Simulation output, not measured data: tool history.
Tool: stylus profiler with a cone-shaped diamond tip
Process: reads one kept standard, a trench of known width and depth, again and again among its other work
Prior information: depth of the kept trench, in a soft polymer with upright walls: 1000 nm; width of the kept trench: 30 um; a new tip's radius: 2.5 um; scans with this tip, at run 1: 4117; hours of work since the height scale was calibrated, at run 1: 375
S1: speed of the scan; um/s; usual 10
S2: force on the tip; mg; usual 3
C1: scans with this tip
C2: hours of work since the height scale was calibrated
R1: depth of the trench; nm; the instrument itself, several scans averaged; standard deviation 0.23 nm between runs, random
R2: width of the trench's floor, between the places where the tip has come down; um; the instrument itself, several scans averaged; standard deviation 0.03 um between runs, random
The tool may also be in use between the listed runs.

Run 1, day 0: usual settings; C1 4117; C2 375. Result: R1 1012.38 nm, R2 24.7 um.
Run 2, day 0.788: usual settings; C1 4217; C2 384. Result: R1 1012.86 nm, R2 24.65 um.
Run 3, day 1.7: usual settings but S2 1.14 mg; C1 4332; C2 395. Result: R1 1005.93 nm, R2 24.56 um.
Run 4, day 2.942: usual settings but S2 1.14 mg; C1 4490; C2 409. Result: R1 1005.81 nm, R2 24.56 um.
Run 5, day 4.671: usual settings but S2 1.14 mg; C1 4709; C2 429. Result: R1 1006.22 nm, R2 24.54 um.
Run 6, day 5.562: usual settings but S2 1.14 mg; C1 4822; C2 439. Result: R1 1006.11 nm, R2 24.43 um.
Run 7, day 6.379: usual settings but S1 3 um/s; C1 4925; C2 449. Result: R1 1012.56 nm, R2 24.51 um.
Run 8, day 8.092: usual settings; C1 5142; C2 469. Result: R1 1012.96 nm, R2 24.44 um.
Run 9, day 9.025: usual settings; C1 5260; C2 479. Result: R1 1012.14 nm, R2 24.39 um.
Run 10, day 9.954: usual settings; C1 5378; C2 490. Result: R1 1012.28 nm, R2 24.41 um.
Run 11, day 11.662: usual settings; C1 5594; C2 510. Result: R1 1012.86 nm, R2 24.33 um.
Run 12, day 12.838: usual settings but S2 2.1 mg; C1 5743; C2 523. Result: R1 1009.27 nm, R2 24.3 um.
Run 13, day 14.204: usual settings but S2 2.1 mg; C1 5916; C2 539. Result: R1 1009.2 nm, R2 24.25 um.
Run 14, day 15.071: usual settings but S1 4 um/s, S2 4.9 mg; C1 6026; C2 549. Result: R1 1017.84 nm, R2 24.2 um.
Run 15, day 16.458: usual settings but S1 4 um/s, S2 4.9 mg; C1 6201; C2 565. Result: R1 1017.93 nm, R2 24.22 um.
Run 16, day 17.788: usual settings but S1 7 um/s, S2 2.49 mg; C1 6369; C2 581. Result: R1 1010.44 nm, R2 24.17 um.
Run 17, day 18.958: usual settings but S1 7 um/s, S2 3.78 mg; C1 6517; C2 594. Result: R1 1014.51 nm, R2 24.1 um.
Run 18, day 19.888: usual settings but S1 5 um/s, S2 2.15 mg; C1 6635; C2 605. Result: R1 1009.56 nm, R2 24.09 um.
Run 19, day 21.067: usual settings but S2 3.47 mg; C1 6785; C2 618. Result: R1 1013.45 nm, R2 23.99 um.
Run 20, day 22.371: usual settings but S2 3.47 mg; C1 6950; C2 633. Result: R1 1013.23 nm, R2 24.04 um.
Run 21, day 23.538: usual settings but S2 3.47 mg; C1 7097; C2 647. Result: R1 1013.04 nm, R2 23.98 um.

Predict each of these 3 candidate next runs independently; none follows another, all start after run 21:
Run A, day 25.071: usual settings but S2 1.77 mg; C1 7291; C2 665. Result: R1 ?, R2 ?.
Run B, day 25.071: usual settings but S1 15 um/s, S2 1.36 mg; C1 7291; C2 665. Result: R1 ?, R2 ?.
Run C, day 25.071: usual settings but S1 2 um/s, S2 7.59 mg; C1 7291; C2 665. Result: R1 ?, R2 ?.

run       R1     R2
  A  1007.71  23.89
  B  1006.22  23.87
  C  1023.91  23.93
Without the tool's hidden state the same runs would have given:
run       R1     R2
  A  1009.72  25.92
  B  1008.23   25.9
  C  1025.95  25.96
